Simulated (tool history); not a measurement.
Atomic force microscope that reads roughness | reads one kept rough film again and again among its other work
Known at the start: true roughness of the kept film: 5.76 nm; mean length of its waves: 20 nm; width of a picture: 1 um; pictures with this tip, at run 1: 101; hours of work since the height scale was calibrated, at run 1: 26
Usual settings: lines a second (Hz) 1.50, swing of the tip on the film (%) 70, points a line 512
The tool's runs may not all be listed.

run	day	lines a second (Hz)	swing of the tip on the film (%)	points a line	pictures with this tip	hours of work since the height scale was calibrated	roughness of the kept film (nm (root mean square))
1	0.000	1.50	70	512	101	26	3.088
2	0.192	1.50	70	512	104	28	3.076
3	0.458	1.50	70	512	108	30	3.060
4	0.825	1.50	70	512	113	34	3.021
5	1.092	1.50	70	512	117	36	2.993
6	1.400	1.50	70	512	122	39	2.986
7	1.646	1.50	70	512	125	42	2.936
8	1.962	1.84	70	512	130	45	2.876
9	2.121	1.50	70	512	133	46	2.900
10	2.375	1.50	70	512	136	49	2.880
11	2.658	1.50	70	512	141	52	2.869
12	2.942	1.25	70	512	145	54	2.876
13	3.167	1.25	70	512	148	57	2.851
# day 3.362: new tip fitted
14	3.454	1.50	60	490	1	59	4.139
15	3.738	3.64	60	445	5	62	3.798
16	4.083	3.64	60	445	11	65	3.779
# day 4.158: height scale calibrated on a step standard
17	4.321	3.64	60	445	14	2	3.748
18	4.579	3.64	60	445	18	4	3.652
19	4.838	1.33	62	512	21	7	3.926
20	5.092	1.07	75	842	25	9	3.747
21	5.383	1.08	56	419	30	12	3.888
22	5.750	1.08	74	419	35	15	3.651
23	6.038	1.08	74	456	39	18	3.623
# day 6.388: height scale calibrated on a step standard, once more
24	6.438	1.08	78	357	45	1	3.479

4 ways to go on from here, each from the tool as it stands after run 24. What would each give?
A	6.800	0.51	78	540	50	4	?
B	6.800	2.75	70	948	50	4	?
C	6.800	1.05	70	764	50	4	?
D	6.800	1.37	70	905	50	4	?

run	roughness of the kept film (nm (root mean square))
A	3.615
B	3.273
C	3.605
D	3.548
Without the tool's hidden state the same runs would have given:
run	roughness of the kept film (nm (root mean square))
A	4.215
B	3.816
C	4.203
D	4.137
